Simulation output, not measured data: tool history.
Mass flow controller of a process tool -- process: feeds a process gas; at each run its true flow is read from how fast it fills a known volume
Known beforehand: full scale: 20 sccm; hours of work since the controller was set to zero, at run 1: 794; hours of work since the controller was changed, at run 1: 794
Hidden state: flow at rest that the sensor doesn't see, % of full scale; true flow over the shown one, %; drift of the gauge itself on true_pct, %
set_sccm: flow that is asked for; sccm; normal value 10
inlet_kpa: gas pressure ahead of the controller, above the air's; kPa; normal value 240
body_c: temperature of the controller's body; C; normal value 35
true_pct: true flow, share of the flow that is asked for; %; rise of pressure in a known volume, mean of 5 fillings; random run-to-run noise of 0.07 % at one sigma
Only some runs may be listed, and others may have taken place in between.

run,day,set_sccm,inlet_kpa,body_c,hours of work since the controller was set to zero,hours of work since the controller was changed,true_pct
1,0.000,10,240,35,794,794,98.44
2,12.988,10,216,35,931,931,98.07
3,22.567,10,216,35,1033,1033,98.12
4,29.121,5,240,35,1102,1102,97.16
5,38.154,10,240,35,1198,1198,98.04
6,44.675,10,240,35,1267,1267,98.01
7,52.571,10,240,35,1351,1351,97.89
8,60.371,10,271,35,1433,1433,97.95
9,69.104,10,240,35,1526,1526,97.77
10,79.096,10,240,35,1632,1632,97.75
11,88.150,10,240,35,1728,1728,97.50
12,99.138,5,240,35,1844,1844,96.23
13,110.667,5,240,35,1967,1967,96.06
14,118.017,5,240,35,2044,2044,95.87
15,130.938,8,271,32,2181,2181,96.56
16,139.088,8,271,32,2268,2268,96.68
17,149.583,3,244,32,2379,2379,93.74
18,158.979,4,159,38,2479,2479,94.71
19,169.888,4,159,38,2594,2594,94.47
20,179.571,17,159,26,2697,2697,97.65
21,192.358,17,159,26,2833,2833,97.51
22,201.883,16,240,35,2933,2933,97.72
23,207.908,5,202,38,2997,2997,94.71
24,214.000,5,202,38,3062,3062,94.79
25,221.158,7,202,38,3138,3138,95.50
26,234.079,7,192,38,3275,3275,95.51
27,243.362,7,192,38,3373,3373,95.20

Alternative continuations, all from the tool just after run 27; predict every row:
A,255.850,4,273,29,3505,3505,?
B,255.850,2,192,23,3505,3505,?
C,255.850,7,206,38,3505,3505,?

run,true_pct
A,93.17
B,88.79
C,95.21
With the hidden condition removed and each run's random variation left untouched, the same runs would have given:
run,true_pct
A,98.59
B,97.79
C,99.08
